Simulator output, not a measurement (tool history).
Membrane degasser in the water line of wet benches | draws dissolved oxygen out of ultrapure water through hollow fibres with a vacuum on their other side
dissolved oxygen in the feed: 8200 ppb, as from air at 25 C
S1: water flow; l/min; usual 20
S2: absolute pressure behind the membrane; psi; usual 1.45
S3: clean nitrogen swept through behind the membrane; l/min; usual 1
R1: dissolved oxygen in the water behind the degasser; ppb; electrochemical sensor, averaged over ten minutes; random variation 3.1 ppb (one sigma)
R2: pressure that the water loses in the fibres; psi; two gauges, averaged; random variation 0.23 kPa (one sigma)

| run | hour | S1 | S2 | S3 | R1 | R2 |
|---|---|---|---|---|---|---|
| 1 | 0 | 20 | 1.45 | 1 | 320.6 | 8.422 |
| 2 | 57.9 | 20 | 1.45 | 1 | 319.5 | 8.477 |
| 3 | 133.6 | 20 | 1.45 | 1 | 318.2 | 8.427 |
| 4 | 181 | 20 | 1.45 | 1 | 315.5 | 8.464 |
| 5 | 267.1 | 20 | 1.45 | 1 | 315.3 | 8.415 |
| 6 | 326.6 | 20 | 1.45 | 1 | 316.9 | 8.505 |
| 7 | 387.2 | 20 | 1.45 | 1 | 323.1 | 8.408 |
| 8 | 441.5 | 20 | 1.45 | 0.69 | 422.8 | 8.412 |
| 9 | 484.4 | 20 | 1.45 | 1.34 | 254.4 | 8.46 |
| 10 | 564.2 | 20 | 3.38 | 1.34 | 662 | 8.483 |
| 11 | 629.8 | 20 | 3.38 | 1.34 | 669.7 | 8.489 |
| 12 | 711.1 | 20 | 1.46 | 1.34 | 258.5 | 8.483 |
| 13 | 766.9 | 20 | 1.45 | 1 | 318 | 8.554 |
| 14 | 834.3 | 20 | 1.45 | 1 | 318.3 | 8.492 |
| 15 | 900.9 | 20 | 1.45 | 1 | 325.2 | 8.511 |
| 16 | 945.5 | 20 | 1.45 | 0.48 | 579 | 8.483 |

Run 17 comes next. What will it give?
| 17 | 1013.7 | 16 | 0.94 | 0.48 | ? | ? |

R1: 241.1 ppb
R2: 6.839 psi
Without the tool's hidden state the same run would have given R1 231.1 ppb, R2 6.627 psi.
